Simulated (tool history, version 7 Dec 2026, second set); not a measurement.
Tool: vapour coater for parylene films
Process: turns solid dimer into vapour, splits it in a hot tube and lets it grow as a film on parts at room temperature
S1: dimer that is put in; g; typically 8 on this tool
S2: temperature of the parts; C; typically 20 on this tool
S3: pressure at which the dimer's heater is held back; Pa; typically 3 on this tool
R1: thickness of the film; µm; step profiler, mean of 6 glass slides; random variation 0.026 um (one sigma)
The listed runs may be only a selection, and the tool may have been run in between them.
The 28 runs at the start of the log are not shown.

run   hour  S1  S2    S3    R1
 29  348.2   4  24   8.6  0.97
 30  364.2   4  27   8.6  0.91
 31  377.7   4  27   8.6   0.9
 32  395.4   4  23  5.38  1.04
 33  403.9   4  23  5.38  1.04
 34  418.1   4  23  2.67  1.11
 35  427.7   8  26     3  2.05
 36  439.1   8  26     3  2.07
 37  454.6   3  14     3  1.03
 38  467.2   3  25  2.83  0.77
 39  479.4   6  15  3.13  1.95
 40  488.3   6  15  3.13  1.99
 41  500.5  14  20  4.21  3.96
 42  511.7  14  20  4.21  3.91
 43    519   4  20  3.17  1.16

Here are 4 independent what-if runs from the current tool condition. What would each one return?
  A  530.9   6  26   2.18   ?
  B  530.9   8  13  11.97   ?
  C  530.9   5  20   3.17   ?
  D  530.9   6  20   2.25   ?

run    R1
  A  1.55
  B  2.33
  C  1.45
  D  1.82
Without the tool's hidden state the same runs would have given:
run    R1
  A  1.64
  B  2.47
  C  1.53
  D  1.93
